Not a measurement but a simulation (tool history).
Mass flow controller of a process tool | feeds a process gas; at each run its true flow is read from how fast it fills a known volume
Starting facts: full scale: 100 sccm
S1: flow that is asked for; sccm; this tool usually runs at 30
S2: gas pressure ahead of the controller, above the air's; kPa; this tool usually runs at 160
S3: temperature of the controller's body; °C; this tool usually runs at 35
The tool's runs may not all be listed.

Run 1, hour 0: usual settings. Result: true flow (%) 98.59.
Run 2, hour 84.4: usual settings. Result: true flow (%) 98.58.
Run 3, hour 223.4: usual settings. Result: true flow (%) 98.55.
Run 4, hour 318: usual settings but S2 249 kPa. Result: true flow (%) 99.29.
Run 5, hour 407.7: usual settings but S2 249 kPa. Result: true flow (%) 99.25.
Run 6, hour 546.9: usual settings but S2 249 kPa. Result: true flow (%) 99.25.
Run 7, hour 663.1: usual settings but S2 249 kPa. Result: true flow (%) 99.11.
Run 8, hour 808.3: usual settings but S2 249 kPa. Result: true flow (%) 99.23.
Run 9, hour 883.2: usual settings but S1 53 sccm. Result: true flow (%) 99.01.
Run 10, hour 1003.8: usual settings but S1 53 sccm. Result: true flow (%) 99.17.
Run 11, hour 1134.5: usual settings but S1 53 sccm. Result: true flow (%) 99.12.
Run 12, hour 1303.5: usual settings but S1 53 sccm. Result: true flow (%) 99.1.
Run 13, hour 1460: usual settings but S1 53 sccm. Result: true flow (%) 99.16.
Run 14, hour 1614.5: usual settings but S2 151 kPa. Result: true flow (%) 98.4.
Run 15, hour 1735.6: usual settings but S2 151 kPa. Result: true flow (%) 98.45.
Run 16, hour 1823.8: usual settings but S2 151 kPa. Result: true flow (%) 98.44.
Run 17, hour 1950.4: usual settings but S2 151 kPa. Result: true flow (%) 98.48.
Run 18, hour 2043: usual settings. Result: true flow (%) 98.57.
Run 19, hour 2151.3: usual settings but S3 22 °C. Result: true flow (%) 97.89.
Run 20, hour 2241.6: usual settings but S3 33 °C. Result: true flow (%) 98.42.
Run 21, hour 2320.9: usual settings. Result: true flow (%) 98.58.
Run 22, hour 2444.1: usual settings. Result: true flow (%) 98.45.
Run 23, hour 2576.3: usual settings but S3 23 °C. Result: true flow (%) 97.82.
Run 24, hour 2681.6: usual settings but S3 23 °C. Result: true flow (%) 97.95.
Run 25, hour 2782.7: usual settings but S3 23 °C. Result: true flow (%) 97.85.
Run 26, hour 2875.7: usual settings but S1 11 sccm, S2 257 kPa, S3 24 °C. Result: true flow (%) 98.3.
Run 27, hour 3015: usual settings but S1 66 sccm, S2 259 kPa, S3 28 °C. Result: true flow (%) 99.67.
Run 28, hour 3157.2: usual settings but S1 66 sccm, S2 259 kPa, S3 23 °C. Result: true flow (%) 99.47.
Run 29, hour 3314.6: usual settings but S1 66 sccm, S2 259 kPa, S3 23 °C. Result: true flow (%) 99.47.
Run 30, hour 3394.2: usual settings but S1 66 sccm, S2 259 kPa, S3 23 °C. Result: true flow (%) 99.48.
Run 31, hour 3563: usual settings but S1 32 sccm, S2 220 kPa, S3 26 °C. Result: true flow (%) 98.63.
Run 32, hour 3669.1: usual settings but S3 34 °C. Result: true flow (%) 98.56.
Run 33, hour 3798.8: usual settings but S3 34 °C. Result: true flow (%) 98.5.
Run 34, hour 3896.6: usual settings but S3 36 °C. Result: true flow (%) 98.55.
Run 35, hour 3973.9: usual settings but S3 36 °C. Result: true flow (%) 98.55.
Run 36, hour 4070.6: usual settings but S3 36 °C. Result: true flow (%) 98.56.
At hour 4125.4: controller's zero set anew.
Run 37, hour 4177.9: usual settings but S3 36 °C. Result: true flow (%) 98.55.
Run 38, hour 4316.6: usual settings but S2 193 kPa, S3 22 °C. Result: true flow (%) 98.03.
Run 39, hour 4388.8: usual settings but S2 145 kPa, S3 21 °C. Result: true flow (%) 97.7.
Run 40, hour 4537.4: usual settings but S1 46 sccm, S2 264 kPa, S3 21 °C. Result: true flow (%) 98.86.
Run 41, hour 4668.8: usual settings but S1 24 sccm, S2 146 kPa, S3 38 °C. Result: true flow (%) 98.48.
Run 42, hour 4788.2: usual settings but S1 24 sccm, S2 146 kPa, S3 38 °C. Result: true flow (%) 98.35.
Run 43, hour 4923.2: usual settings but S1 11 sccm, S2 199 kPa, S3 38 °C. Result: true flow (%) 98.63.
Run 44, hour 5001.9: usual settings but S2 224 kPa. Result: true flow (%) 99.02.
Run 45, hour 5080.6: usual settings but S1 77 sccm, S2 156 kPa. Result: true flow (%) 99.61.
Run 46, hour 5182.8: usual settings but S1 77 sccm, S2 156 kPa, S3 38 °C. Result: true flow (%) 99.71.
Run 47, hour 5350.3: usual settings but S2 241 kPa, S3 31 °C. Result: true flow (%) 98.81.
Run 48, hour 5430.2: usual settings but S2 241 kPa, S3 31 °C. Result: true flow (%) 98.88.
Run 49, hour 5511.2: usual settings but S1 29 sccm, S3 28 °C. Result: true flow (%) 98.

3 options for the next run, each taken on its own from the tool as it stands now. Forecast them:
Run A, hour 5648: usual settings but S1 43 sccm, S2 179 kPa, S3 24 °C. Result: true flow (%) ?.
Run B, hour 5648: usual settings but S1 25 sccm, S2 205 kPa, S3 31 °C. Result: true flow (%) ?.
Run C, hour 5648: usual settings but S1 39 sccm. Result: true flow (%) ?.

run  true flow (%)
  A          98.42
  B          98.51
  C          98.68
What these runs would have given with no unlogged condition in the tool:
run  true flow (%)
  A          98.43
  B          98.52
  C          98.68
